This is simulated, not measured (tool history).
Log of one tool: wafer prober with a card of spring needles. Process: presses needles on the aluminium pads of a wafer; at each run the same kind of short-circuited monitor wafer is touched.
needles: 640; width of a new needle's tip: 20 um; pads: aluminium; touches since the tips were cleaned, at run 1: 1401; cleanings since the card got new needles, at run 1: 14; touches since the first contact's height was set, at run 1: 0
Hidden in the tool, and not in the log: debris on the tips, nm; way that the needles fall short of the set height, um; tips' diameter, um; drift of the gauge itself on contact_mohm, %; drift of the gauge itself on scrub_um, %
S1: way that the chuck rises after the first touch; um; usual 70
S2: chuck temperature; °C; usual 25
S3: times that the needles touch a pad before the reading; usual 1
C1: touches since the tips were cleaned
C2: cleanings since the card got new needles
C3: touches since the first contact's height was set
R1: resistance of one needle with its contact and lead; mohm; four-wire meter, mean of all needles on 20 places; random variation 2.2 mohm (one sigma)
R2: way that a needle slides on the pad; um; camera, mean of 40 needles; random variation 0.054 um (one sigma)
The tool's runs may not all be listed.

{"run": 1, "hour": 0.0, "S1": 70, "S2": 25, "S3": 1, "C1": 1401, "C2": 14, "C3": 0, "R1": 245, "R2": 16.91}
{"run": 2, "hour": 13.6, "S1": 70, "S2": 25, "S3": 1, "C1": 4765, "C2": 14, "C3": 3364, "R1": 244, "R2": 16.89}
{"hour": 20.9, "done": "tips cleaned on abrasive film"}
{"run": 3, "hour": 24.8, "S1": 70, "S2": 25, "S3": 1, "C1": 959, "C2": 15, "C3": 6114, "R1": 246, "R2": 16.97}
{"run": 4, "hour": 39.1, "S1": 70, "S2": 25, "S3": 1, "C1": 4498, "C2": 15, "C3": 9653, "R1": 245, "R2": 16.96}
{"hour": 47.4, "done": "tips cleaned on abrasive film"}
{"run": 5, "hour": 59.3, "S1": 70, "S2": 25, "S3": 1, "C1": 2968, "C2": 16, "C3": 14634, "R1": 242, "R2": 16.93}
{"hour": 72.7, "done": "tips cleaned on abrasive film"}
{"run": 6, "hour": 79.7, "S1": 70, "S2": 25, "S3": 1, "C1": 1735, "C2": 17, "C3": 19653, "R1": 246, "R2": 16.96}
{"run": 7, "hour": 90.2, "S1": 70, "S2": 25, "S3": 1, "C1": 4312, "C2": 17, "C3": 22230, "R1": 243, "R2": 16.99}
{"hour": 98.5, "done": "tips cleaned on abrasive film"}
{"run": 8, "hour": 111.0, "S1": 70, "S2": 25, "S3": 1, "C1": 3083, "C2": 18, "C3": 27364, "R1": 243, "R2": 16.73}
{"hour": 124.0, "done": "tips cleaned on abrasive film"}
{"run": 9, "hour": 130.4, "S1": 70, "S2": 70, "S3": 1, "C1": 1575, "C2": 19, "C3": 32130, "R1": 254, "R2": 16.9}
{"run": 10, "hour": 142.0, "S1": 70, "S2": 116, "S3": 1, "C1": 4463, "C2": 19, "C3": 35018, "R1": 270, "R2": 16.86}
{"hour": 149.9, "done": "tips cleaned on abrasive film"}
{"run": 11, "hour": 156.8, "S1": 70, "S2": 69, "S3": 1, "C1": 1690, "C2": 20, "C3": 38640, "R1": 252, "R2": 16.86}
{"hour": 176.3, "done": "tips cleaned on abrasive film"}
{"run": 12, "hour": 181.6, "S1": 70, "S2": 69, "S3": 1, "C1": 1308, "C2": 21, "C3": 44748, "R1": 257, "R2": 16.83}
{"run": 13, "hour": 192.0, "S1": 70, "S2": 69, "S3": 1, "C1": 3891, "C2": 21, "C3": 47331, "R1": 258, "R2": 16.87}
{"hour": 202.1, "done": "tips cleaned on abrasive film"}
{"run": 14, "hour": 216.0, "S1": 70, "S2": 69, "S3": 1, "C1": 3456, "C2": 22, "C3": 53256, "R1": 255, "R2": 16.69}
{"hour": 227.8, "done": "tips cleaned on abrasive film"}
{"run": 15, "hour": 238.7, "S1": 70, "S2": 69, "S3": 1, "C1": 2701, "C2": 23, "C3": 58847, "R1": 257, "R2": 16.72}
{"run": 16, "hour": 250.2, "S1": 70, "S2": 69, "S3": 1, "C1": 5534, "C2": 23, "C3": 61680, "R1": 253, "R2": 16.71}
{"hour": 253.7, "done": "tips cleaned on abrasive film"}
{"run": 17, "hour": 266.3, "S1": 70, "S2": 69, "S3": 1, "C1": 3119, "C2": 24, "C3": 65635, "R1": 258, "R2": 16.72}
{"run": 18, "hour": 277.9, "S1": 66, "S2": 27, "S3": 1, "C1": 5995, "C2": 24, "C3": 68511, "R1": 244, "R2": 15.79}
{"hour": 279.3, "done": "tips cleaned on abrasive film"}
{"run": 19, "hour": 301.0, "S1": 54, "S2": 31, "S3": 3, "C1": 5355, "C2": 25, "C3": 74194, "R1": 250, "R2": 12.81}
{"hour": 306.3, "done": "tips cleaned on abrasive film"}
{"run": 20, "hour": 313.9, "S1": 81, "S2": 31, "S3": 2, "C1": 1880, "C2": 26, "C3": 77362, "R1": 240, "R2": 19.3}
{"hour": 331.3, "done": "tips cleaned on abrasive film"}
{"run": 21, "hour": 331.4, "S1": 81, "S2": 31, "S3": 2, "C1": 38, "C2": 27, "C3": 81678, "R1": 242, "R2": 19.28}
{"run": 22, "hour": 344.8, "S1": 81, "S2": 29, "S3": 2, "C1": 3349, "C2": 27, "C3": 84989, "R1": 242, "R2": 19.19}
{"hour": 358.0, "done": "tips cleaned on abrasive film"}
{"run": 23, "hour": 364.1, "S1": 59, "S2": 36, "S3": 3, "C1": 1502, "C2": 28, "C3": 89733, "R1": 251, "R2": 13.95}
{"run": 24, "hour": 378.3, "S1": 85, "S2": 37, "S3": 1, "C1": 5016, "C2": 28, "C3": 93247, "R1": 240, "R2": 20.11}
{"hour": 383.2, "done": "tips cleaned on abrasive film"}
{"hour": 390.8, "done": "gauge calibrated"}
{"run": 25, "hour": 393.6, "S1": 78, "S2": 57, "S3": 3, "C1": 2555, "C2": 29, "C3": 97006, "R1": 249, "R2": 18.94}
{"run": 26, "hour": 405.5, "S1": 78, "S2": 57, "S3": 3, "C1": 5518, "C2": 29, "C3": 99969, "R1": 248, "R2": 18.98}
{"hour": 408.3, "done": "tips cleaned on abrasive film"}
{"run": 27, "hour": 424.9, "S1": 78, "S2": 57, "S3": 3, "C1": 4096, "C2": 30, "C3": 104727, "R1": 245, "R2": 18.87}
{"hour": 434.0, "done": "tips cleaned on abrasive film"}
{"hour": 436.7, "done": "height of the first contact set anew"}
{"run": 28, "hour": 444.4, "S1": 72, "S2": 57, "S3": 3, "C1": 2499, "C2": 31, "C3": 1916, "R1": 250, "R2": 17.44}
{"hour": 460.6, "done": "tips cleaned on abrasive film"}
{"run": 29, "hour": 469.2, "S1": 70, "S2": 25, "S3": 1, "C1": 2143, "C2": 32, "C3": 8031, "R1": 241, "R2": 16.98}
{"hour": 486.9, "done": "tips cleaned on abrasive film"}
{"run": 30, "hour": 487.7, "S1": 84, "S2": 25, "S3": 1, "C1": 204, "C2": 33, "C3": 12577, "R1": 238, "R2": 20.39}
{"hour": 512.6, "done": "tips cleaned on abrasive film"}
{"run": 31, "hour": 512.7, "S1": 84, "S2": 25, "S3": 1, "C1": 9, "C2": 34, "C3": 18729, "R1": 236, "R2": 20.28}
{"run": 32, "hour": 523.5, "S1": 84, "S2": 25, "S3": 1, "C1": 2691, "C2": 34, "C3": 21411, "R1": 237, "R2": 20.28}
{"hour": 538.2, "done": "tips cleaned on abrasive film"}
{"run": 33, "hour": 543.0, "S1": 78, "S2": 113, "S3": 2, "C1": 1207, "C2": 35, "C3": 26213, "R1": 264, "R2": 18.72}

3 ways to go on from here, each from the tool as it stands after run 33. What would each give?
{"run": "A", "hour": 561.6, "S1": 51, "S2": 25, "S3": 1, "C1": 5799, "C2": 35, "C3": 30805, "R1": "?", "R2": "?"}
{"run": "B", "hour": 561.6, "S1": 78, "S2": 33, "S3": 1, "C1": 5799, "C2": 35, "C3": 30805, "R1": "?", "R2": "?"}
{"run": "C", "hour": 561.6, "S1": 70, "S2": 29, "S3": 1, "C1": 5799, "C2": 35, "C3": 30805, "R1": "?", "R2": "?"}

run=A R1=254 R2=12.30
run=B R1=241 R2=18.70
run=C R1=242 R2=16.81
Without the tool's hidden state the same runs would have given:
run=A R1=252 R2=12.44
run=B R1=241 R2=18.92
run=C R1=241 R2=17.01
